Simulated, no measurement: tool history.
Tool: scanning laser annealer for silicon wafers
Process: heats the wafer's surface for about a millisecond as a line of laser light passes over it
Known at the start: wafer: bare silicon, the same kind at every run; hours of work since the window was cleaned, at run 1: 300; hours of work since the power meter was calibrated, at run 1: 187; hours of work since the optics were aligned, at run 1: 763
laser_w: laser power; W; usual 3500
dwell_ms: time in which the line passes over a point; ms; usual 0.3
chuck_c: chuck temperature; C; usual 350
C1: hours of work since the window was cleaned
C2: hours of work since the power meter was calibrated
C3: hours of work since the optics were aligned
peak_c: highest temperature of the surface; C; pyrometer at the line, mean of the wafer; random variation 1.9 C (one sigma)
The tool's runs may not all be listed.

run 1 hour=0 | laser_w=3500 dwell_ms=0.3 chuck_c=350 | C1=300 C2=187 C3=763 | peak_c=1087
run 2 hour=14.5 | laser_w=3500 dwell_ms=0.3 chuck_c=350 | C1=308 C2=195 C3=771 | peak_c=1093
run 3 hour=28.6 | laser_w=3500 dwell_ms=0.3 chuck_c=350 | C1=315 C2=202 C3=779 | peak_c=1090
run 4 hour=43.8 | laser_w=3500 dwell_ms=0.3 chuck_c=350 | C1=324 C2=210 C3=787 | peak_c=1085
run 5 hour=70.7 | laser_w=3500 dwell_ms=0.3 chuck_c=350 | C1=338 C2=225 C3=801 | peak_c=1087
run 6 hour=86.3 | laser_w=3500 dwell_ms=0.3 chuck_c=350 | C1=346 C2=233 C3=810 | peak_c=1086
run 7 hour=102.1 | laser_w=3500 dwell_ms=0.3 chuck_c=350 | C1=355 C2=242 C3=818 | peak_c=1083
run 8 hour=120 | laser_w=3500 dwell_ms=0.3 chuck_c=350 | C1=364 C2=251 C3=828 | peak_c=1082
run 9 hour=139.5 | laser_w=3500 dwell_ms=0.3 chuck_c=350 | C1=375 C2=262 C3=838 | peak_c=1079
run 10 hour=162 | laser_w=3500 dwell_ms=0.3 chuck_c=350 | C1=387 C2=274 C3=850 | peak_c=1082
run 11 hour=182.7 | laser_w=3500 dwell_ms=0.3 chuck_c=350 | C1=398 C2=285 C3=861 | peak_c=1080
run 12 hour=205.1 | laser_w=3500 dwell_ms=0.3 chuck_c=350 | C1=410 C2=297 C3=873 | peak_c=1081
run 13 hour=226.8 | laser_w=3500 dwell_ms=0.3 chuck_c=350 | C1=422 C2=308 C3=885 | peak_c=1079
run 14 hour=249.3 | laser_w=3500 dwell_ms=0.3 chuck_c=365 | C1=434 C2=321 C3=897 | peak_c=1092
run 15 hour=267.8 | laser_w=3500 dwell_ms=0.314 chuck_c=365 | C1=444 C2=330 C3=907 | peak_c=1103
run 16 hour=290.6 | laser_w=3769 dwell_ms=0.314 chuck_c=365 | C1=456 C2=343 C3=919 | peak_c=1179
run 17 hour=312.2 | laser_w=3500 dwell_ms=0.3 chuck_c=350 | C1=468 C2=354 C3=931 | peak_c=1073
run 18 hour=334.1 | laser_w=3500 dwell_ms=0.3 chuck_c=350 | C1=479 C2=366 C3=943 | peak_c=1074
run 19 hour=350.1 | laser_w=3052 dwell_ms=0.275 chuck_c=352 | C1=488 C2=375 C3=951 | peak_c=935
run 20 hour=377.1 | laser_w=3202 dwell_ms=0.269 chuck_c=350 | C1=502 C2=389 C3=966 | peak_c=960
run 21 hour=390.6 | laser_w=3217 dwell_ms=0.362 chuck_c=327 | C1=510 C2=396 C3=973 | peak_c=1028
run 22 hour=410.8 | laser_w=3098 dwell_ms=0.228 chuck_c=345 | C1=521 C2=407 C3=984 | peak_c=888
run 23 hour=435.1 | laser_w=3500 dwell_ms=0.361 chuck_c=312 | C1=534 C2=420 C3=997 | peak_c=1088
run 24 hour=460.7 | laser_w=3500 dwell_ms=0.361 chuck_c=312 | C1=547 C2=434 C3=1011 | peak_c=1089
run 25 hour=484.5 | laser_w=3054 dwell_ms=0.243 chuck_c=380 | C1=560 C2=447 C3=1023 | peak_c=926
run 26 hour=502.3 | laser_w=3054 dwell_ms=0.224 chuck_c=375 | C1=570 C2=456 C3=1033 | peak_c=904
run 27 hour=514.8 | laser_w=3566 dwell_ms=0.3 chuck_c=350 | C1=576 C2=463 C3=1040 | peak_c=1082
run 28 hour=535.2 | laser_w=3500 dwell_ms=0.3 chuck_c=331 | C1=587 C2=474 C3=1051 | peak_c=1045
run 29 hour=560.6 | laser_w=3614 dwell_ms=0.251 chuck_c=366 | C1=601 C2=488 C3=1064 | peak_c=1060
run 30 hour=577.3 | laser_w=3614 dwell_ms=0.251 chuck_c=366 | C1=610 C2=496 C3=1073 | peak_c=1053
run 31 hour=599.7 | laser_w=3614 dwell_ms=0.251 chuck_c=366 | C1=622 C2=508 C3=1085 | peak_c=1052
run 32 hour=622.1 | laser_w=3614 dwell_ms=0.251 chuck_c=366 | C1=634 C2=520 C3=1097 | peak_c=1049
run 33 hour=632.9 | laser_w=3541 dwell_ms=0.223 chuck_c=355 | C1=640 C2=526 C3=1103 | peak_c=989
run 34 hour=644.8 | laser_w=3802 dwell_ms=0.253 chuck_c=355 | C1=646 C2=533 C3=1109 | peak_c=1084
-- hour=662.4 window over the wafer cleaned
run 35 hour=670.3 | laser_w=3515 dwell_ms=0.3 chuck_c=386 | C1=4 C2=545 C3=1122 | peak_c=1146
run 36 hour=696.4 | laser_w=2992 dwell_ms=0.266 chuck_c=360 | C1=18 C2=559 C3=1136 | peak_c=942

Hidden state at the last listed run before each entry between runs and at the first one after, where it differs:
Between runs 34 and 35: window over the wafer cleaned (hour 662.4)
  light that passes the window, % of a clean one's: 94.61 -> 99.58; laser's true power over the reading, %: -0.17 -> -0.16; width of the line over the set one, %: 1.72 -> 1.74
  measured less the result without the state, peak_c: -69 -> -18 C

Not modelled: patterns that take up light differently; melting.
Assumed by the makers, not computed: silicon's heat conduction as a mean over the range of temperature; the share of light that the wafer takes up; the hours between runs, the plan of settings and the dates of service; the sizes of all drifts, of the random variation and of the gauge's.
